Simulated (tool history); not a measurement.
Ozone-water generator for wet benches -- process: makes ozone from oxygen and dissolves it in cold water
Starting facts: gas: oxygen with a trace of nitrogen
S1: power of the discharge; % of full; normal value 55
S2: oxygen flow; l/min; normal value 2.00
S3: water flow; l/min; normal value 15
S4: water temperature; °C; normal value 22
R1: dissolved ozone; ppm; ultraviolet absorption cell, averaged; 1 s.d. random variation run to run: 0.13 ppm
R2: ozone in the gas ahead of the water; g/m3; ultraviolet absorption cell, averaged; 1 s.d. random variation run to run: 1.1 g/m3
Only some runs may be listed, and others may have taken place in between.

run,hour,S1,S2,S3,S4,R1,R2
1,0.0,55,2.00,15,22,13.1,189.6
2,120.6,55,2.00,13,22,14.6,190.4
3,234.9,55,2.00,15,22,12.8,190.3
4,371.0,55,2.00,15,24,12.7,189.5
5,446.2,55,2.00,15,24,12.4,189.7
6,608.2,55,2.00,11,24,16.3,187.2
7,693.6,55,2.00,11,22,16.9,187.3
8,827.7,55,2.00,11,22,16.6,186.9
9,994.1,55,2.00,11,22,16.5,188.8
10,1081.7,55,2.00,11,22,16.5,185.7
11,1269.0,55,2.00,15,22,12.6,186.6
12,1410.8,55,2.00,15,22,12.6,183.8
# hour 1563.0: water thermometer calibrated
13,1566.8,55,2.00,15,22,12.5,184.1
14,1722.1,55,2.00,15,22,12.5,185.9
15,1905.4,55,2.00,15,22,12.4,182.0
16,2000.2,55,2.00,15,22,12.2,182.7
17,2139.0,55,2.00,15,22,12.4,181.0
18,2275.8,52,2.00,15,15,12.6,175.7
19,2453.9,66,2.15,23,22,8.9,194.0
20,2550.9,66,2.15,23,22,9.1,196.0

Run 21, settings as shown, results not yet in. Your forecast:
# hour 2640.9: contactor cleaned
21,2727.2,66,2.15,19,22,?,?

R1: 11.3 ppm
R2: 195.6 g/m3
With the hidden condition absent and the run-to-run variation left alone, this run would have shown R1 12.2 ppm, R2 210.6 g/m3.

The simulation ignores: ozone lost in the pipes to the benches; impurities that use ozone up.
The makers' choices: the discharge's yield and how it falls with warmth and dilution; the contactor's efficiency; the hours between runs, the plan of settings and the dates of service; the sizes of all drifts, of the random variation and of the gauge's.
